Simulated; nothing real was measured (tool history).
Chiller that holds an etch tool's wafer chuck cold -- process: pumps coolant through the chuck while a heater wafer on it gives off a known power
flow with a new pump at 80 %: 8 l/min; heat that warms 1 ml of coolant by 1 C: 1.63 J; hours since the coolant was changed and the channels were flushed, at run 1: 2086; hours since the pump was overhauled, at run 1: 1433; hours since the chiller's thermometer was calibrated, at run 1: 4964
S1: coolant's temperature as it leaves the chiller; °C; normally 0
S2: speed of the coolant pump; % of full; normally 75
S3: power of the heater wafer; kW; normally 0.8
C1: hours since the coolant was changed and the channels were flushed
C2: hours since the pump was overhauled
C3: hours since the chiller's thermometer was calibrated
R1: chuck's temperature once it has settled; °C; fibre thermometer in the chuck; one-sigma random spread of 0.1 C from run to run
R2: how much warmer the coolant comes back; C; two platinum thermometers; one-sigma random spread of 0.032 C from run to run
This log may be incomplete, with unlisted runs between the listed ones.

Run 1, hour 0: usual settings; C1 2086; C2 1433; C3 4964. Result: R1 8.3 °C, R2 3.99 C.
Run 2, hour 29.4: usual settings but S1 7 °C; C1 2115; C2 1462; C3 4993. Result: R1 15.4 °C, R2 4.03 C.
Run 3, hour 47.3: usual settings; C1 2133; C2 1480; C3 5011. Result: R1 8.4 °C, R2 4.02 C.
Run 4, hour 74.4: usual settings; C1 2160; C2 1507; C3 5038. Result: R1 8.5 °C, R2 3.96 C.
Run 5, hour 101.1: usual settings but S3 0.547 kW; C1 2187; C2 1534; C3 5065. Result: R1 6 °C, R2 2.73 C.
Run 6, hour 125: usual settings but S3 0.547 kW; C1 2210; C2 1558; C3 5089. Result: R1 5.8 °C, R2 2.76 C.
Run 7, hour 151.5: usual settings but S1 -9 °C; C1 2237; C2 1584; C3 5115. Result: R1 -0.3 °C, R2 4.06 C.
Run 8, hour 188.4: usual settings but S1 -9 °C; C1 2274; C2 1621; C3 5152. Result: R1 -0.7 °C, R2 3.94 C.
At hour 208: chiller's thermometer calibrated.
Run 9, hour 211: usual settings but S2 62 % of full; C1 2296; C2 1643; C3 3. Result: R1 10.1 °C, R2 4.9 C.
Run 10, hour 233.4: usual settings; C1 2318; C2 1665; C3 25. Result: R1 8.9 °C, R2 4 C.
Run 11, hour 249.4: usual settings; C1 2334; C2 1681; C3 41. Result: R1 9.1 °C, R2 4.01 C.
Run 12, hour 285.1: usual settings; C1 2370; C2 1717; C3 77. Result: R1 9 °C, R2 4.04 C.
Run 13, hour 316.3: usual settings; C1 2401; C2 1748; C3 108. Result: R1 8.6 °C, R2 4.04 C.
Run 14, hour 348.7: usual settings; C1 2433; C2 1781; C3 141. Result: R1 8.9 °C, R2 4 C.
Run 15, hour 378: usual settings but S1 10 °C; C1 2462; C2 1810; C3 170. Result: R1 18.9 °C, R2 4.03 C.
Run 16, hour 406.5: usual settings but S1 -3 °C, S3 0.454 kW; C1 2491; C2 1839; C3 199. Result: R1 2.4 °C, R2 2.23 C.
At hour 413.7: chiller's thermometer calibrated, once more.
Run 17, hour 439.5: usual settings but S3 1.119 kW; C1 2523; C2 1871; C3 26. Result: R1 11.2 °C, R2 5.67 C.
Run 18, hour 458.8: usual settings but S2 71 % of full; C1 2542; C2 1890; C3 45. Result: R1 8.4 °C, R2 4.28 C.
Run 19, hour 475.3: usual settings but S2 71 % of full, S3 0.86 kW; C1 2559; C2 1906; C3 62. Result: R1 8.9 °C, R2 4.59 C.
Run 20, hour 504.5: usual settings but S1 2 °C, S2 71 % of full, S3 0.465 kW; C1 2588; C2 1935; C3 91. Result: R1 6.9 °C, R2 2.53 C.
Run 21, hour 527.5: usual settings but S1 2 °C, S2 96 % of full, S3 0.44 kW; C1 2611; C2 1958; C3 114. Result: R1 5.7 °C, R2 1.64 C.
Run 22, hour 548.9: usual settings but S1 2 °C, S2 96 % of full, S3 0.44 kW; C1 2632; C2 1980; C3 135. Result: R1 5.7 °C, R2 1.74 C.
Run 23, hour 572: usual settings but S1 2 °C, S2 96 % of full, S3 0.44 kW; C1 2655; C2 2003; C3 158. Result: R1 5.8 °C, R2 1.72 C.
Run 24, hour 603: usual settings but S1 4 °C, S2 96 % of full, S3 0.65 kW; C1 2687; C2 2034; C3 189. Result: R1 9.3 °C, R2 2.56 C.
Run 25, hour 618.3: usual settings but S1 4 °C, S2 76 % of full, S3 1.116 kW; C1 2702; C2 2049; C3 205. Result: R1 15.2 °C, R2 5.52 C.
Run 26, hour 651.6: usual settings but S1 3 °C, S2 79 % of full, S3 0.43 kW; C1 2735; C2 2083; C3 238. Result: R1 7.2 °C, R2 2.09 C.
Run 27, hour 682.8: usual settings but S1 -2 °C, S2 93 % of full, S3 0.427 kW; C1 2766; C2 2114; C3 269. Result: R1 1.7 °C, R2 1.68 C.
Run 28, hour 703.5: usual settings but S1 7 °C, S2 72 % of full; C1 2787; C2 2134; C3 290. Result: R1 15.3 °C, R2 4.17 C.
Run 29, hour 730: usual settings but S1 -5 °C, S2 76 % of full, S3 0.432 kW; C1 2813; C2 2161; C3 316. Result: R1 -0.7 °C, R2 2.12 C.
Run 30, hour 763: usual settings but S1 10 °C, S2 77 % of full, S3 0.42 kW; C1 2847; C2 2194; C3 349. Result: R1 14.1 °C, R2 2.03 C.

Some steps in R1 between neighbouring runs. How much of each would the tool show without its hidden state too (settings, what came in, random variation), and how much is left for the hidden state, with any gauge scatter that isn't in both results?
The tool's hidden condition here consists of: heat passed by the chuck's channels, % of clean ones'; flow at a given pump speed, % of a new pump's; coolant's true temperature over the reading, C; drift of the gauge itself on chuck_c, C; drift of the gauge itself on warmer_back_c, C.
Run 8 -> 9: S1 -9 -> 0, S2 75 -> 62, chiller's thermometer calibrated. R1 +10.8 °C: hidden state +0.4, all else +10.4.
Run 15 -> 16: S1 10 -> -3, S3 0.8 -> 0.454. R1 -16.5 °C: hidden state -0.3, all else -16.2.
Run 16 -> 17: S1 -3 -> 0, S3 0.454 -> 1.119, chiller's thermometer calibrated, once more. R1 +8.8 °C: hidden state -0.4, all else +9.2.
Run 25 -> 26: S1 4 -> 3, S2 76 -> 79, S3 1.116 -> 0.43. R1 -8 °C: hidden state -0.4, all else -7.6.
Run 28 -> 29: S1 7 -> -5, S2 72 -> 76, S3 0.8 -> 0.432. R1 -16 °C: hidden state -0.3, all else -15.7.
Run 29 -> 30: S1 -5 -> 10, S2 76 -> 77, S3 0.432 -> 0.42. R1 +14.8 °C: hidden state +0.1, all else +14.7.

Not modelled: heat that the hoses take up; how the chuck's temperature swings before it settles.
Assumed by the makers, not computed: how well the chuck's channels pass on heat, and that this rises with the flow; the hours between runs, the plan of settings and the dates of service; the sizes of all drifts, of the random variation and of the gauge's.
